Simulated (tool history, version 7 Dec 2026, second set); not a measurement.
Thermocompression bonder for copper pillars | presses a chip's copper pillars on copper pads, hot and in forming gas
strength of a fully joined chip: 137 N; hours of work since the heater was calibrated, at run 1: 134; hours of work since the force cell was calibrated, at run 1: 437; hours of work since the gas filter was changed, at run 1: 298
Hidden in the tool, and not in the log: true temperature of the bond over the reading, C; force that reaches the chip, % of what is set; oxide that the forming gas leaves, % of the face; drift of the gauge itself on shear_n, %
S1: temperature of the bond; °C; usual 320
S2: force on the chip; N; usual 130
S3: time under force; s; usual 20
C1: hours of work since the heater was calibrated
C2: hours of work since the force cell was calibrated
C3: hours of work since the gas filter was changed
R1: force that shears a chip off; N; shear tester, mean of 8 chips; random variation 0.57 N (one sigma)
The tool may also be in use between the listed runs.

run,hour,S1,S2,S3,C1,C2,C3,R1
1,0,320,130,20,134,437,298,51.4
2,6.9,320,130,20,137,440,302,51.4
3,17.1,320,130,17,142,445,306,48.8
4,23.7,320,130,17,145,448,309,48.9
5,34.9,320,130,17,150,453,314,48.5
6,47.7,311,130,17,156,459,320,43.2
# hour 50.5: heater calibrated with a thermocouple chip
7,56.3,299,130,17,3,462,323,36.5
8,69.2,320,87,11,9,468,329,25.4
# hour 75.6: forming gas filter changed
9,80.1,320,87,11,13,473,2,27.6
10,91.6,320,130,20,19,478,7,55.8
11,103.6,320,130,30,24,483,13,64.8
12,115.6,338,109,20,30,489,18,58.5
13,127.8,324,106,14,35,494,24,39.7

3 ways to go on from here, each from the tool as it stands after run 13. What would each give?
# hour 130.4: heater calibrated with a thermocouple chip, once more
A,139.5,315,86,11,4,499,28,?
# hour 130.4: heater calibrated with a thermocouple chip, once more
B,139.5,300,106,17,4,499,28,?
# hour 130.4: heater calibrated with a thermocouple chip, once more
C,139.5,329,80,49,4,499,28,?

run,R1
A,25.3
B,31.3
C,52.1
Without the tool's hidden state the same runs would have given:
run,R1
A,25.9
B,32
C,53.2
